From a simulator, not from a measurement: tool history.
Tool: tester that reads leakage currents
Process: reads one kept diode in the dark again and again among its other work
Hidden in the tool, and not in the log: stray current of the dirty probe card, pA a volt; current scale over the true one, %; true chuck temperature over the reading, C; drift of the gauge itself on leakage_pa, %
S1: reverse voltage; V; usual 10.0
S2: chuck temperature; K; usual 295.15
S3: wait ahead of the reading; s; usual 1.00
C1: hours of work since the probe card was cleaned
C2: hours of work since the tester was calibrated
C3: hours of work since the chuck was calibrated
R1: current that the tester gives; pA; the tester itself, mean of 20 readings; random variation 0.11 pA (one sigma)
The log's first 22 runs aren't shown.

run,hour,S1,S2,S3,C1,C2,C3,R1
23,1077.6,1.3,313.15,2.58,3227,1435,311,42.72
24,1119.6,1.7,318.15,0.39,3248,1455,331,68.43
25,1189.2,13.8,329.15,3.70,3282,1489,365,347.94
# hour 1223.2: probe card cleaned and baked
26,1236.9,15.0,329.15,3.70,7,1511,387,363.17
27,1274.0,4.6,332.15,4.08,25,1529,405,251.87
28,1343.1,4.6,332.15,4.08,59,1563,439,251.62
29,1388.7,4.6,332.15,4.08,81,1586,461,252.65
30,1460.8,4.6,332.15,4.08,116,1621,497,251.66
31,1519.5,5.7,316.15,1.00,145,1650,525,104.45
32,1577.9,1.7,294.15,0.57,174,1678,554,13.54
33,1641.0,1.7,294.15,0.57,205,1709,585,13.44
34,1679.6,16.1,324.15,0.92,223,1728,604,279.31
35,1715.3,4.9,295.15,1.00,241,1745,621,23.68
36,1750.8,10.0,324.15,1.00,258,1763,639,225.71
37,1784.7,4.1,307.15,1.38,275,1779,655,49.05
38,1851.4,11.2,309.15,0.49,308,1812,688,95.94
39,1899.6,12.0,299.15,0.49,331,1836,711,53.14
40,1971.3,12.0,299.15,0.49,366,1871,747,53.02
41,2003.7,12.0,299.15,0.49,382,1887,762,53.00

Forecast each of these 3 alternatives for the next run:
A,2064.4,2.3,295.15,1.00,412,1916,792,?
B,2064.4,17.3,315.15,6.81,412,1916,792,?
C,2064.4,10.0,322.15,1.00,412,1916,792,?

run,R1
A,16.13
B,159.18
C,198.73
Without the tool's hidden state the same runs would have given:
run,R1
A,16.13
B,159.15
C,198.70

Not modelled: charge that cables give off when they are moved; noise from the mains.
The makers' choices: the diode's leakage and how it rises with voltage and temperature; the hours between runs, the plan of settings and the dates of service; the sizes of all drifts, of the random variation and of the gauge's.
